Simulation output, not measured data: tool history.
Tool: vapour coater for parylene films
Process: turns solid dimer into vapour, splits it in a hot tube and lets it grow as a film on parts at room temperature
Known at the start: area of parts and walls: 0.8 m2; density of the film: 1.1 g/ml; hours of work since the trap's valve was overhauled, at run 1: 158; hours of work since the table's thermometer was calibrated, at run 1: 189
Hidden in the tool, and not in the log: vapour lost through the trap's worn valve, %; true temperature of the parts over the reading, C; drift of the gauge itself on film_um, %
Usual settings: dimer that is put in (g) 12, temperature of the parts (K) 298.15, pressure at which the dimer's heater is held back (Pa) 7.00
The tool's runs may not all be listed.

run     day  dimer that is put in (g)  temperature of the parts (K)  pressure at which the dimer's heater is held back (Pa)  hours of work since the trap's valve was overhauled  hours of work since the table's thermometer was calibrated  thickness of the film (nm)
  1   0.000                        12                        298.15                                                    7.00                                                  158                                                         189                        6340
  2   1.033                        12                        298.15                                                    7.00                                                  170                                                         201                        6370
  3   2.267                        12                        291.15                                                    7.00                                                  184                                                         215                        8550
  4   3.758                        12                        298.15                                                    7.00                                                  201                                                         232                        6290
  5   5.292                        12                        293.15                                                    7.00                                                  218                                                         249                        7770
  6   6.171                        12                        298.15                                                    7.00                                                  228                                                         259                        6250
  7   7.133                        12                        293.15                                                    2.76                                                  239                                                         270                        9650
  8   8.258                         6                        297.15                                                    2.76                                                  252                                                         283                        4050
  9   9.271                        12                        304.15                                                    8.96                                                  263                                                         295                        4510
 10  10.154                        18                        303.15                                                    8.96                                                  273                                                         305                        7100

Forecast each of these 3 alternatives for the next run:
  A  11.654                         8                        303.15                                                    5.18                                                  290                                                         322                           ?
  B  11.654                         9                        301.15                                                    7.00                                                  290                                                         322                           ?
  C  11.654                         7                        291.15                                                   11.66                                                  290                                                         322                           ?

run  thickness of the film (nm)
  A                        3550
  B                        4030
  C                        4270
Without the tool's hidden state the same runs would have given:
run  thickness of the film (nm)
  A                        3870
  B                        4390
  C                        4650
